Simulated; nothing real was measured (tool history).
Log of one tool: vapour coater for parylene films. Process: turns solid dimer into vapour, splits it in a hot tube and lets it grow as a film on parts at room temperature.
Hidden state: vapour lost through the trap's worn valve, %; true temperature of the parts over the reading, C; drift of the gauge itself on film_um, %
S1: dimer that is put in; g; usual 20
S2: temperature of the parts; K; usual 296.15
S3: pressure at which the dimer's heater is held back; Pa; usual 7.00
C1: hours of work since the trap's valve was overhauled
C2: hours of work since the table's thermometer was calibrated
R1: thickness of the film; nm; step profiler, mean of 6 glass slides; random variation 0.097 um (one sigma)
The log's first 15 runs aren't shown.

At hour 767.8: trap's valve overhauled, once more.
Run 16, hour 804.5: usual settings but S3 9.89 Pa; C1 17; C2 579. Result: R1 11640 nm.
Run 17, hour 852.2: usual settings but S3 9.89 Pa; C1 40; C2 601. Result: R1 11590 nm.
Run 18, hour 897.7: usual settings but S3 9.89 Pa; C1 61; C2 622. Result: R1 11460 nm.
Run 19, hour 964.0: usual settings but S3 9.89 Pa; C1 92; C2 654. Result: R1 11280 nm.
Run 20, hour 1026.3: usual settings but S3 9.89 Pa; C1 122; C2 683. Result: R1 11140 nm.
Run 21, hour 1082.5: usual settings but S1 12 g, S2 290.15 K, S3 10.41 Pa; C1 148; C2 710. Result: R1 8260 nm.
Run 22, hour 1149.4: usual settings but S1 22 g, S2 290.15 K, S3 10.41 Pa; C1 180; C2 741. Result: R1 14960 nm.
Run 23, hour 1195.2: usual settings but S1 22 g, S2 290.15 K, S3 10.41 Pa; C1 201; C2 763. Result: R1 14810 nm.
Run 24, hour 1247.8: usual settings but S1 13 g, S2 304.15 K; C1 226; C2 787. Result: R1 5550 nm.
Run 25, hour 1310.7: usual settings but S1 33 g, S2 290.15 K, S3 10.22 Pa; C1 256; C2 817. Result: R1 22230 nm.
Run 26, hour 1380.9: usual settings but S1 18 g, S3 8.87 Pa; C1 289; C2 850. Result: R1 9650 nm.
Run 27, hour 1411.0: usual settings but S1 11 g, S3 4.42 Pa; C1 303; C2 864. Result: R1 6290 nm.
Run 28, hour 1465.3: usual settings but S2 300.15 K, S3 11.08 Pa; C1 329; C2 890. Result: R1 9010 nm.
Run 29, hour 1496.4: usual settings but S2 307.15 K, S3 3.26 Pa; C1 343; C2 905. Result: R1 7870 nm.
Run 30, hour 1534.1: usual settings but S1 10 g, S3 6.22 Pa; C1 361; C2 922. Result: R1 5420 nm.
Run 31, hour 1584.2: usual settings but S1 8 g, S3 3.43 Pa; C1 385; C2 946. Result: R1 4550 nm.
Run 32, hour 1635.9: usual settings but S1 8 g, S2 303.15 K, S3 6.07 Pa; C1 409; C2 970. Result: R1 3350 nm.
At hour 1678.7: trap's valve overhauled.
Run 33, hour 1679.6: usual settings but S3 9.16 Pa; C1 0; C2 989. Result: R1 12090 nm.
Run 34, hour 1721.9: usual settings but S1 24 g, S3 2.25 Pa; C1 20; C2 1009. Result: R1 16400 nm.
Run 35, hour 1765.4: usual settings but S2 295.15 K; C1 41; C2 1029. Result: R1 12460 nm.
Run 36, hour 1831.0: usual settings but S2 295.15 K, S3 11.13 Pa; C1 72; C2 1060. Result: R1 11900 nm.
Run 37, hour 1899.4: usual settings but S1 15 g, S2 307.15 K, S3 6.67 Pa; C1 104; C2 1093. Result: R1 6130 nm.

Forecast each of these 3 alternatives for the next run:
Run A, hour 1938.2: usual settings but S1 9 g, S2 295.15 K, S3 11.76 Pa; C1 122; C2 1111. Result: R1 ?.
Run B, hour 1938.2: usual settings but S1 22 g, S2 301.15 K, S3 2.05 Pa; C1 122; C2 1111. Result: R1 ?.
Run C, hour 1938.2: usual settings but S1 19 g, S2 302.15 K; C1 122; C2 1111. Result: R1 ?.

run     R1
  A   5290
  B  12160
  C   9090
Without the tool's hidden state the same runs would have given:
run     R1
  A   5340
  B  12260
  C   9170

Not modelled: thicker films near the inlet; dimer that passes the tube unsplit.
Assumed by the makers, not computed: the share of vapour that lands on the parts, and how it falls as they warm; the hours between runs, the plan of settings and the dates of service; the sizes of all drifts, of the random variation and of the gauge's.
